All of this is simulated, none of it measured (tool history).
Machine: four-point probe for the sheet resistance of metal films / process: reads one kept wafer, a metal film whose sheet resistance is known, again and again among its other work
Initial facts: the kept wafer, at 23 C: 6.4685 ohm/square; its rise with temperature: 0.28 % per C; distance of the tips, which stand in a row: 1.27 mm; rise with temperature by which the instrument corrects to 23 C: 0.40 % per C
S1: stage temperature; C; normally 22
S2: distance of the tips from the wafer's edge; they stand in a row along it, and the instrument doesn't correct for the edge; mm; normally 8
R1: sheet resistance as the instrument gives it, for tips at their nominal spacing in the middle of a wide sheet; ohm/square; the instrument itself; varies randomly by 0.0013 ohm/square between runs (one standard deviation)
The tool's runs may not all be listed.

Run 1, day 0: usual settings. Result: R1 6.53874 ohm/square.
Run 2, day 1.604: usual settings. Result: R1 6.539922 ohm/square.
Run 3, day 2.675: usual settings. Result: R1 6.542038 ohm/square.
Run 4, day 4.438: usual settings but S1 30 C. Result: R1 6.476149 ohm/square.
Run 5, day 6.246: usual settings but S1 30 C. Result: R1 6.474918 ohm/square.
Run 6, day 7.929: usual settings but S1 33 C. Result: R1 6.452453 ohm/square.
Run 7, day 8.85: usual settings but S1 25 C. Result: R1 6.513682 ohm/square.
Run 8, day 10.392: usual settings but S1 25 C. Result: R1 6.514296 ohm/square.
At day 10.562: stage's thermometer calibrated.
Run 9, day 11.404: usual settings but S1 25 C. Result: R1 6.515711 ohm/square.
Run 10, day 13.312: usual settings but S2 17 mm. Result: R1 6.472728 ohm/square.
Run 11, day 14.8: usual settings but S1 28 C, S2 17 mm. Result: R1 6.425402 ohm/square.
Run 12, day 16.762: usual settings but S1 28 C, S2 17 mm. Result: R1 6.424829 ohm/square.
Run 13, day 18.175: usual settings but S1 27 C, S2 18 mm. Result: R1 6.430897 ohm/square.
Run 14, day 19.658: usual settings but S1 25 C. Result: R1 6.515611 ohm/square.
Run 15, day 21.05: usual settings but S1 25 C. Result: R1 6.513174 ohm/square.
At day 21.954: stage's thermometer calibrated, once more.
Run 16, day 21.954: usual settings but S1 25 C. Result: R1 6.505883 ohm/square.
Run 17, day 22.788: usual settings but S1 27 C, S2 7 mm. Result: R1 6.516277 ohm/square.
Run 18, day 24.233: usual settings but S1 27 C, S2 7 mm. Result: R1 6.518607 ohm/square.
Run 19, day 25.808: usual settings but S1 27 C, S2 7 mm. Result: R1 6.518169 ohm/square.
Run 20, day 27.738: usual settings but S1 27 C, S2 26 mm. Result: R1 6.412825 ohm/square.
Run 21, day 29.492: usual settings but S1 27 C, S2 26 mm. Result: R1 6.412401 ohm/square.

The next listed run, before its measurement:
Run 22, day 30.971: usual settings but S1 27 C, S2 26 mm. Result: R1 ?.

{"run 22": {"R1": 6.413175}}
Minus the tool's unlogged condition, the same run would have read R1 6.44575 ohm/square.
